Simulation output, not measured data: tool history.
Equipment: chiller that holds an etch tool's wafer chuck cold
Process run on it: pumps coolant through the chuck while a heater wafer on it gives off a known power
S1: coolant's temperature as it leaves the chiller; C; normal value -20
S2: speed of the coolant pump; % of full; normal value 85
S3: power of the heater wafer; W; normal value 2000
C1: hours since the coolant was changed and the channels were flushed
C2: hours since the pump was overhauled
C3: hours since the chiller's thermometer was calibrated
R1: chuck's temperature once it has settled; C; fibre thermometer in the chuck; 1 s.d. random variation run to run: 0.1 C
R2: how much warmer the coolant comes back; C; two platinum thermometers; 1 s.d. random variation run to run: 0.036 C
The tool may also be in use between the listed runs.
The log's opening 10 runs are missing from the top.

{"run": 11, "hour": 357.2, "S1": -20, "S2": 85, "S3": 2000, "C1": 5409, "C2": 1332, "C3": 1393, "R1": 6.6, "R2": 7.7}
{"run": 12, "hour": 381.2, "S1": -20, "S2": 87, "S3": 2000, "C1": 5433, "C2": 1356, "C3": 1417, "R1": 5.9, "R2": 7.51}
{"run": 13, "hour": 411.8, "S1": -20, "S2": 85, "S3": 2000, "C1": 5463, "C2": 1387, "C3": 1447, "R1": 6.2, "R2": 7.73}
{"run": 14, "hour": 449.3, "S1": -23, "S2": 85, "S3": 2000, "C1": 5501, "C2": 1424, "C3": 1485, "R1": 3.5, "R2": 7.68}
{"run": 15, "hour": 478.5, "S1": -20, "S2": 85, "S3": 2395, "C1": 5530, "C2": 1453, "C3": 1514, "R1": 11.6, "R2": 9.21}
{"run": 16, "hour": 511.4, "S1": -20, "S2": 85, "S3": 2395, "C1": 5563, "C2": 1486, "C3": 1547, "R1": 12.1, "R2": 9.26}
{"run": 17, "hour": 548.6, "S1": -23, "S2": 87, "S3": 2395, "C1": 5600, "C2": 1523, "C3": 1584, "R1": 8.3, "R2": 9.06}
{"run": 18, "hour": 571.8, "S1": -11, "S2": 96, "S3": 1035, "C1": 5623, "C2": 1547, "C3": 1607, "R1": 1.7, "R2": 3.58}
{"run": 19, "hour": 614.4, "S1": -11, "S2": 96, "S3": 1035, "C1": 5666, "C2": 1589, "C3": 1650, "R1": 1.6, "R2": 3.52}
{"run": 20, "hour": 644.5, "S1": -28, "S2": 100, "S3": 2280, "C1": 5696, "C2": 1619, "C3": 1680, "R1": -1.1, "R2": 7.59}
{"run": 21, "hour": 689.7, "S1": -23, "S2": 86, "S3": 1217, "C1": 5741, "C2": 1665, "C3": 1725, "R1": -7.0, "R2": 4.61}
{"run": 22, "hour": 712.4, "S1": -20, "S2": 75, "S3": 1299, "C1": 5764, "C2": 1687, "C3": 1748, "R1": -1.0, "R2": 5.68}
{"run": 23, "hour": 752.7, "S1": -11, "S2": 68, "S3": 1299, "C1": 5804, "C2": 1727, "C3": 1788, "R1": 9.5, "R2": 6.15}
{"run": 24, "hour": 784.2, "S1": -11, "S2": 68, "S3": 1299, "C1": 5836, "C2": 1759, "C3": 1820, "R1": 9.4, "R2": 6.16}
{"run": 25, "hour": 811.5, "S1": -11, "S2": 68, "S3": 2117, "C1": 5863, "C2": 1786, "C3": 1847, "R1": 22.2, "R2": 10.08}
{"run": 26, "hour": 832.3, "S1": -11, "S2": 83, "S3": 1051, "C1": 5884, "C2": 1807, "C3": 1868, "R1": 3.3, "R2": 4.11}
{"run": 27, "hour": 876.3, "S1": -11, "S2": 83, "S3": 1051, "C1": 5928, "C2": 1851, "C3": 1912, "R1": 3.3, "R2": 4.11}
{"run": 28, "hour": 918.7, "S1": -11, "S2": 83, "S3": 1051, "C1": 5970, "C2": 1893, "C3": 1954, "R1": 3.5, "R2": 4.16}
{"run": 29, "hour": 957.5, "S1": -16, "S2": 76, "S3": 2632, "C1": 6009, "C2": 1932, "C3": 1993, "R1": 22.2, "R2": 11.29}
{"run": 30, "hour": 984.4, "S1": -16, "S2": 76, "S3": 2632, "C1": 6036, "C2": 1959, "C3": 2020, "R1": 22.2, "R2": 11.36}
{"run": 31, "hour": 1003.2, "S1": -24, "S2": 85, "S3": 2133, "C1": 6055, "C2": 1978, "C3": 2039, "R1": 4.4, "R2": 8.27}

What if the next run were any one of these 5? Each begins from the tool's condition after run 31:
{"run": "A", "hour": 1032.1, "S1": -29, "S2": 85, "S3": 2000, "C1": 6084, "C2": 2007, "C3": 2068, "R1": "?", "R2": "?"}
{"run": "B", "hour": 1032.1, "S1": -13, "S2": 85, "S3": 2221, "C1": 6084, "C2": 2007, "C3": 2068, "R1": "?", "R2": "?"}
{"run": "C", "hour": 1032.1, "S1": -22, "S2": 69, "S3": 1828, "C1": 6084, "C2": 2007, "C3": 2068, "R1": "?", "R2": "?"}
{"run": "D", "hour": 1032.1, "S1": -24, "S2": 63, "S3": 1600, "C1": 6084, "C2": 2007, "C3": 2068, "R1": "?", "R2": "?"}
{"run": "E", "hour": 1032.1, "S1": -20, "S2": 90, "S3": 1560, "C1": 6084, "C2": 2007, "C3": 2068, "R1": "?", "R2": "?"}

run=A R1=-2.0 R2=7.78
run=B R1=16.9 R2=8.57
run=C R1=6.7 R2=8.58
run=D R1=2.9 R2=8.17
run=E R1=0.2 R2=5.69
With no hidden state in the tool, these same runs would have given:
run=A R1=-4.7 R2=7.68
run=B R1=13.8 R2=8.45
run=C R1=3.9 R2=8.46
run=D R1=0.2 R2=8.06
run=E R1=-1.9 R2=5.62
